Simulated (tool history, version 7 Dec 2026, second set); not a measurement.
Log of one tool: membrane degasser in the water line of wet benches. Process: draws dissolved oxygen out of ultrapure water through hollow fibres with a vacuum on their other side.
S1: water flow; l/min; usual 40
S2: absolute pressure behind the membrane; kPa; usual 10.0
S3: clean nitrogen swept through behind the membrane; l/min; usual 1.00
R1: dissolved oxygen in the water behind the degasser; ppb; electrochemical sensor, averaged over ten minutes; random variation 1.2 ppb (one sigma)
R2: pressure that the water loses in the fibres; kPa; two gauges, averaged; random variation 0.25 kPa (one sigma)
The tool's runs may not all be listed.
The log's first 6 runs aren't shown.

run    hour  S1    S2    S3      R1      R2
  7  1004.9  40  10.0  1.00   522.2   66.33
  8  1121.9  40  10.0  1.00   522.1   66.05
  9  1240.2  40  10.0  1.00   521.5   66.16
 10  1374.5  40  10.0  1.00   523.2   65.91
 11  1502.1  40  10.0  1.00   520.1   66.34
 12  1606.3  40  10.0  1.00   522.4   65.74
 13  1789.8  55  10.0  1.00   672.3   90.75
 14  1923.7  55  10.0  1.00   671.9   91.48
 15  2022.8  55  10.0  1.00   672.5   90.70
 16  2185.3  40  10.0  1.04   506.2   66.30
 17  2362.7  28  10.0  0.74   494.9   46.66
 18  2486.7  28  10.0  0.74   498.0   46.54
 19  2596.4  28  10.0  0.74   496.9   46.16
 20  2759.9  28   8.4  0.46   546.8   46.76
 21  2870.4  30   8.3  1.55   216.7   50.14
 22  3031.9  60   7.9  1.12   475.7  100.15
 23  3127.7  35   9.4  0.71   558.5   58.73
 24  3257.5  49   8.4  2.17   261.9   82.23
 25  3438.3  54   8.4  2.49   258.2   90.81
 26  3581.1  54   8.4  2.49   259.6   90.36
 27  3690.8  54   8.4  2.49   259.7   90.36
 28  3828.9  43  19.5  1.00  1223.2   71.94
 29  4040.6  29  12.0  1.32   409.2   48.90
 30  4131.6  51   8.2  1.32   387.2   85.46
 31  4217.8  40  14.4  0.79   981.9   66.80

Forecast each of these 5 alternatives for the next run:
  A  4325.7  40  17.8  0.48   ?   ?
  B  4325.7  34   6.2  0.41   ?   ?
  C  4325.7  42  18.2  1.22   ?   ?
  D  4325.7  29   6.5  2.12   ?   ?
  E  4325.7  40  10.0  1.46   ?   ?

run      R1     R2
  A  1705.7  67.54
  B   397.6  57.57
  C   970.1  70.78
  D   103.7  48.47
  E   385.5  67.08
Without the tool's hidden state the same runs would have given:
run      R1     R2
  A  1705.7  66.05
  B   397.5  56.31
  C   970.0  69.22
  D   103.7  47.40
  E   385.4  65.60
